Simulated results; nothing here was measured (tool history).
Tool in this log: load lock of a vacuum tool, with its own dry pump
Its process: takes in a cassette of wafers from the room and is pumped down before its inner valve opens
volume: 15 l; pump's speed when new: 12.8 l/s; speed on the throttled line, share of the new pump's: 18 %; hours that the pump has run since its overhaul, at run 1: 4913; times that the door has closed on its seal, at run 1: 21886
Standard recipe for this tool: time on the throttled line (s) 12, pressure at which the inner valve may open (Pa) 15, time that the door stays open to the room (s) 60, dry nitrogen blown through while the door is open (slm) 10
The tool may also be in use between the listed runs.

| run | hour | time on the throttled line (s) | pressure at which the inner valve may open (Pa) | time that the door stays open to the room (s) | dry nitrogen blown through while the door is open (slm) | hours that the pump has run since its overhaul | times that the door has closed on its seal | incoming humidity of the room's air, % | time from the closed door until the inner valve may open (s) | rise of the pressure with all valves shut (Pa/min) |
|---|---|---|---|---|---|---|---|---|---|---|
| 1 | 0.0 | 12 | 15 | 60 | 10 | 4913 | 21886 | 44.1 | 20.9 | 0.161 |
| 2 | 107.7 | 12 | 15 | 60 | 10 | 5021 | 22328 | 41.5 | 20.8 | 0.167 |
| 3 | 248.8 | 16 | 15 | 60 | 10 | 5162 | 22908 | 44.9 | 23.8 | 0.177 |
| 4 | 310.1 | 16 | 15 | 60 | 10 | 5223 | 23160 | 47.4 | 24.0 | 0.180 |
| 5 | 368.8 | 16 | 15 | 60 | 10 | 5282 | 23401 | 43.4 | 24.2 | 0.178 |
| 6 | 503.2 | 16 | 15 | 60 | 10 | 5417 | 23954 | 44.2 | 24.1 | 0.177 |
| 7 | 596.2 | 16 | 15 | 60 | 10 | 5510 | 24336 | 45.1 | 24.1 | 0.179 |
| 8 | 655.2 | 16 | 15 | 60 | 10 | 5569 | 24579 | 45.0 | 24.1 | 0.181 |
| 9 | 731.0 | 12 | 15 | 60 | 10 | 5644 | 24890 | 45.9 | 21.0 | 0.189 |
| 10 | 809.4 | 12 | 28 | 60 | 10 | 5723 | 25212 | 45.7 | 20.2 | 0.188 |
| 11 | 922.5 | 12 | 28 | 60 | 9 | 5836 | 25677 | 42.5 | 20.4 | 0.194 |
| 12 | 1024.0 | 12 | 28 | 60 | 9 | 5937 | 26095 | 47.6 | 20.1 | 0.199 |
| 13 | 1096.4 | 12 | 28 | 60 | 9 | 6010 | 26392 | 47.9 | 20.2 | 0.200 |
| 14 | 1197.9 | 12 | 28 | 60 | 9 | 6111 | 26809 | 43.2 | 20.2 | 0.202 |
| 15 | 1301.4 | 12 | 12 | 101 | 29 | 6215 | 27235 | 43.7 | 21.1 | 0.195 |
| 16 | 1371.8 | 12 | 12 | 101 | 29 | 6285 | 27524 | 43.9 | 21.2 | 0.199 |
| 17 | 1505.7 | 9 | 15 | 97 | 10 | 6419 | 28074 | 46.0 | 18.6 | 0.220 |
| 18 | 1592.0 | 9 | 15 | 97 | 18 | 6505 | 28429 | 41.9 | 18.7 | 0.215 |
| 19 | 1715.1 | 7 | 29 | 97 | 18 | 6629 | 28935 | 44.5 | 16.2 | 0.221 |

Forecast each of these 3 alternatives for the next run:
| A | 1829.1 | 12 | 15 | 36 | 9 | 6743 | 29404 | 40.4 | ? | ? |
| B | 1829.1 | 13 | 15 | 60 | 10 | 6743 | 29404 | 44.2 | ? | ? |
| C | 1829.1 | 12 | 17 | 39 | 10 | 6743 | 29404 | 45.8 | ? | ? |

| run | time from the closed door until the inner valve may open (s) | rise of the pressure with all valves shut (Pa/min) |
|---|---|---|
| A | 21.0 | 0.210 |
| B | 21.8 | 0.226 |
| C | 20.9 | 0.214 |
Without the tool's hidden state the same runs would have given:
| run | time from the closed door until the inner valve may open (s) | rise of the pressure with all valves shut (Pa/min) |
|---|---|---|
| A | 20.1 | 0.028 |
| B | 20.9 | 0.039 |
| C | 20.0 | 0.031 |
